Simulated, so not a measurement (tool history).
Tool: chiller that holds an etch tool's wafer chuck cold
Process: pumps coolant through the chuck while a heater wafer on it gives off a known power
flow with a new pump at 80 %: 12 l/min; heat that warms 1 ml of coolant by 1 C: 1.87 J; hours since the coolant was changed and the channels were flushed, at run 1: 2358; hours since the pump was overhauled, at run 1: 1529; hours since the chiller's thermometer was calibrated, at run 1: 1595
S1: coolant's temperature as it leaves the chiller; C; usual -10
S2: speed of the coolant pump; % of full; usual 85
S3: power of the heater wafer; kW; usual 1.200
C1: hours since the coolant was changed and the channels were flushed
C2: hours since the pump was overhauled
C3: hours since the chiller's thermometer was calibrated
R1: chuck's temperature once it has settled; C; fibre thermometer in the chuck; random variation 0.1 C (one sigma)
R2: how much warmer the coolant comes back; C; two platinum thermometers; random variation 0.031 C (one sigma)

run 1 day=0.000 | S1=-10 S2=85 S3=1.200 | C1=2358 C2=1529 C3=1595 | R1=1.8 R2=3.05
run 2 day=1.304 | S1=-10 S2=76 S3=1.200 | C1=2390 C2=1560 C3=1626 | R1=2.8 R2=3.42
run 3 day=2.812 | S1=-10 S2=76 S3=1.200 | C1=2426 C2=1596 C3=1662 | R1=2.9 R2=3.45
run 4 day=4.600 | S1=-10 S2=85 S3=0.772 | C1=2469 C2=1639 C3=1705 | R1=-2.2 R2=2.02
run 5 day=6.367 | S1=-10 S2=85 S3=1.200 | C1=2511 C2=1682 C3=1747 | R1=1.8 R2=3.08
run 6 day=8.158 | S1=-8 S2=85 S3=1.200 | C1=2554 C2=1725 C3=1790 | R1=3.9 R2=3.11
run 7 day=9.512 | S1=-10 S2=85 S3=1.200 | C1=2587 C2=1757 C3=1823 | R1=1.7 R2=3.11
run 8 day=11.212 | S1=-10 S2=85 S3=0.983 | C1=2627 C2=1798 C3=1864 | R1=-0.3 R2=2.56
run 9 day=12.612 | S1=-10 S2=85 S3=0.983 | C1=2661 C2=1832 C3=1897 | R1=-0.3 R2=2.57
-- day=12.992 coolant pump overhauled
run 10 day=13.617 | S1=-10 S2=85 S3=0.983 | C1=2680 C2=15 C3=1916 | R1=-0.1 R2=2.62
run 11 day=14.596 | S1=-10 S2=85 S3=0.983 | C1=2704 C2=39 C3=1940 | R1=-0.1 R2=2.55
run 12 day=15.433 | S1=-10 S2=66 S3=1.200 | C1=2724 C2=59 C3=1960 | R1=4.3 R2=3.99
run 13 day=17.262 | S1=-10 S2=66 S3=1.200 | C1=2767 C2=102 C3=2004 | R1=4.1 R2=4.01
run 14 day=18.046 | S1=-10 S2=66 S3=1.200 | C1=2786 C2=121 C3=2023 | R1=4.4 R2=4.01
run 15 day=19.867 | S1=-10 S2=66 S3=1.200 | C1=2830 C2=165 C3=2066 | R1=4.5 R2=4.06
-- day=21.229 coolant pump overhauled, once more
run 16 day=21.450 | S1=-10 S2=66 S3=1.200 | C1=2863 C2=5 C3=2099 | R1=4.2 R2=3.93
run 17 day=22.925 | S1=-10 S2=66 S3=1.200 | C1=2898 C2=41 C3=2135 | R1=4.0 R2=3.81
run 18 day=24.058 | S1=-10 S2=62 S3=1.200 | C1=2926 C2=68 C3=2162 | R1=4.7 R2=4.16
run 19 day=25.512 | S1=-10 S2=62 S3=1.200 | C1=2961 C2=103 C3=2197 | R1=4.6 R2=4.13
run 20 day=27.083 | S1=-3 S2=90 S3=1.241 | C1=2998 C2=141 C3=2235 | R1=8.5 R2=2.94
run 21 day=28.383 | S1=-10 S2=85 S3=0.723 | C1=3029 C2=172 C3=2266 | R1=-2.8 R2=1.83
run 22 day=30.225 | S1=-16 S2=66 S3=1.200 | C1=3074 C2=216 C3=2310 | R1=-1.9 R2=3.82
run 23 day=31.933 | S1=-16 S2=66 S3=1.721 | C1=3115 C2=257 C3=2351 | R1=4.0 R2=5.63
run 24 day=33.379 | S1=-3 S2=66 S3=0.684 | C1=3149 C2=292 C3=2386 | R1=5.1 R2=2.22
run 25 day=34.829 | S1=-10 S2=72 S3=0.855 | C1=3184 C2=326 C3=2420 | R1=-0.6 R2=2.57
run 26 day=35.833 | S1=-7 S2=72 S3=0.855 | C1=3208 C2=350 C3=2444 | R1=2.5 R2=2.56
run 27 day=37.367 | S1=-14 S2=81 S3=1.735 | C1=3245 C2=387 C3=2481 | R1=3.6 R2=4.59
run 28 day=39.133 | S1=-19 S2=72 S3=1.419 | C1=3287 C2=430 C3=2524 | R1=-3.4 R2=4.25
run 29 day=40.304 | S1=-19 S2=72 S3=1.419 | C1=3316 C2=458 C3=2552 | R1=-3.4 R2=4.25
run 30 day=41.546 | S1=-16 S2=72 S3=1.419 | C1=3345 C2=488 C3=2582 | R1=-0.2 R2=4.21
run 31 day=43.104 | S1=-12 S2=72 S3=0.633 | C1=3383 C2=525 C3=2619 | R1=-5.2 R2=1.89

Forecast each of these 4 alternatives for the next run:
run A day=44.150 | S1=-12 S2=95 S3=0.649 | C1=3408 C2=550 C3=2644 | R1=? R2=?
run B day=44.150 | S1=-18 S2=68 S3=1.597 | C1=3408 C2=550 C3=2644 | R1=? R2=?
run C day=44.150 | S1=-9 S2=82 S3=0.853 | C1=3408 C2=550 C3=2644 | R1=? R2=?
run D day=44.150 | S1=-10 S2=85 S3=1.442 | C1=3408 C2=550 C3=2644 | R1=? R2=?

run=A R1=-6.2 R2=1.48
run=B R1=0.4 R2=5.02
run=C R1=-0.3 R2=2.26
run=D R1=4.2 R2=3.70
Without the tool's hidden state the same runs would have given:
run=A R1=-6.5 R2=1.47
run=B R1=-0.4 R2=4.96
run=C R1=-0.7 R2=2.23
run=D R1=3.6 R2=3.66
